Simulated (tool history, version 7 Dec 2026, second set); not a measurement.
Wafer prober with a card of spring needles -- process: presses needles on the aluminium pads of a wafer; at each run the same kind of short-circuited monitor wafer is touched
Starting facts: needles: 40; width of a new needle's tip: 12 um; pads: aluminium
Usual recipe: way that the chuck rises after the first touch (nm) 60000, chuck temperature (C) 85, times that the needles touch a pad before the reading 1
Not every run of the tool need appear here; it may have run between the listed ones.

run	day	way that the chuck rises after the first touch (nm)	chuck temperature (C)	times that the needles touch a pad before the reading	resistance of one needle with its contact and lead (mohm)	way that a needle slides on the pad (nm)
1	0	60000	85	1	207	13250
# day 0.425: tips cleaned on abrasive film
2	0.525	60000	85	1	204	13180
3	1.038	60000	56	1	201	13170
4	1.588	60000	85	1	207	13160
# day 1.704: tips cleaned on abrasive film
5	2.033	60000	85	1	206	13180
6	2.542	60000	85	1	205	13140
# day 2.958: tips cleaned on abrasive film
7	3.058	60000	85	1	206	13130
8	3.55	60000	85	1	203	13100
9	4.171	60000	85	1	206	13070
# day 4.212: tips cleaned on abrasive film
10	4.646	60000	85	1	205	13060
11	5.417	60000	85	1	204	13010
# day 5.483: tips cleaned on abrasive film
12	6.017	60000	85	1	203	12970
# day 6.729: tips cleaned on abrasive film
13	6.746	60000	85	1	206	13000
14	7.254	60000	85	1	204	12960
15	7.842	60000	85	2	206	12900
# day 8.012: tips cleaned on abrasive film
# day 8.271: gauge calibrated
16	8.417	60000	85	2	206	13250
17	9.042	60000	85	1	203	13240
# day 9.308: tips cleaned on abrasive film
18	9.604	60000	85	1	207	13240
19	10.358	60000	85	1	206	13120
# day 10.588: tips cleaned on abrasive film
20	11.112	60000	85	1	207	13150
21	11.458	60000	50	3	199	13080
# day 11.846: tips cleaned on abrasive film
22	11.942	60000	50	3	200	13100
23	12.262	60000	50	3	200	13100
24	12.712	60000	50	3	199	13110
# day 13.142: tips cleaned on abrasive film
25	13.392	42000	50	3	202	9120
26	13.979	42000	49	2	199	9090
# day 14.396: tips cleaned on abrasive film
27	14.625	60000	114	1	213	13020
28	15.046	60000	114	1	210	12990
29	15.392	67000	85	1	204	14460
# day 15.658: tips cleaned on abrasive film
30	16.15	67000	85	1	204	14440
31	16.854	73000	31	1	193	15710
# day 16.917: tips cleaned on abrasive film
32	17.204	48000	55	1	200	10320
33	17.833	75000	55	1	201	16060
# day 18.183: tips cleaned on abrasive film
# day 18.229: gauge calibrated
34	18.467	75000	55	1	198	16550
35	18.796	60000	85	1	201	13210

3 options for the next run, each taken on its own from the tool as it stands now. Forecast them:
A	19.317	69000	85	1	?	?
B	19.317	45000	85	1	?	?
C	19.317	68000	96	1	?	?

run	resistance of one needle with its contact and lead (mohm)	way that a needle slides on the pad (nm)
A	202	15130
B	208	9860
C	206	14950
Without the tool's hidden state the same runs would have given:
run	resistance of one needle with its contact and lead (mohm)	way that a needle slides on the pad (nm)
A	202	15180
B	207	9900
C	206	15000

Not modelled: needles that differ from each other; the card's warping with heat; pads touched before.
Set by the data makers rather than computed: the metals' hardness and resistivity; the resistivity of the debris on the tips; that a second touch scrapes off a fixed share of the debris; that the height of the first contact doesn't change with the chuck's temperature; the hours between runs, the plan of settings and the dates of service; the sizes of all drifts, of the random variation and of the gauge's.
